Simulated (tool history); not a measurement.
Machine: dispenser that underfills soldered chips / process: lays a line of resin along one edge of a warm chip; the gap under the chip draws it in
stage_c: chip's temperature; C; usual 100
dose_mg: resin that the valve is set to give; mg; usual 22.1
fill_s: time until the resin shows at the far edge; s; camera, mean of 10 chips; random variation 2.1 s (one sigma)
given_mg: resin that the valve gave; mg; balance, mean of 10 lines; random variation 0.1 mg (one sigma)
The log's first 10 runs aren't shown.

run	hour	stage_c	dose_mg	fill_s	given_mg
# hour 88.6: new syringe of resin
11	94.1	100	22.1	284.8	21.6
# hour 99.6: new syringe of resin
12	100.1	100	22.1	216.9	21.44
13	107.6	100	22.1	332.2	21.68
# hour 110.6: new syringe of resin
14	114.9	100	19.1	278.5	18.55
# hour 121.8: new syringe of resin
15	126.3	100	19.1	280.7	18.42
# hour 132.2: new syringe of resin
16	137.7	100	19.1	298.9	18.22
# hour 143: new syringe of resin
17	143.8	100	19.1	233.1	18.15
18	149.2	100	22.4	299.7	21.2
# hour 153.7: new syringe of resin
19	160.6	100	22.4	321	21.16
# hour 164.2: new syringe of resin
20	170.5	93	20.9	368.2	19.69
# hour 175: new syringe of resin
21	176.6	92	26.8	288.7	25.23
# hour 185.4: new syringe of resin
22	186.9	93	24.2	277.9	22.56
# hour 195.6: new syringe of resin
23	198.7	112	20.7	184.1	19.07
24	204.4	106	20.7	302.7	19.1
# hour 206.4: new syringe of resin
# hour 211.1: dispensing valve cleaned and set on the balance
25	215.6	108	22.1	275.6	22.04
# hour 218.1: new syringe of resin
26	223.7	108	22.1	233.3	22.11
# hour 228.5: new syringe of resin
27	230.3	100	22.8	231.9	22.54
# hour 239: new syringe of resin
28	240.7	100	22.8	236.6	22.24
# hour 249.3: new syringe of resin
29	252.4	100	22.8	250.2	22.24
30	259.2	106	19.4	324.2	18.97
# hour 260.4: new syringe of resin
31	266.6	100	28.3	297.7	27.3
# hour 270.6: new syringe of resin
32	272.5	100	28.3	230.3	27.19
# hour 281.3: new syringe of resin
33	283.8	100	28.3	241.8	27.25

What if the next run were any one of these 5? Each begins from the tool's condition after run 33:
A	290.1	90	23.3	?	?
B	290.1	105	19.1	?	?
C	290.1	87	26	?	?
D	290.1	98	23.3	?	?
E	290.1	88	21.1	?	?

run	fill_s	given_mg
A	460.4	22.24
B	308	18.4
C	501.9	24.98
D	359.5	22.21
E	489.9	20.08
With no hidden state in the tool, these same runs would have given:
run	fill_s	given_mg
A	273.5	23.26
B	182.1	19.24
C	298.7	26.12
D	213.7	23.23
E	290.2	21
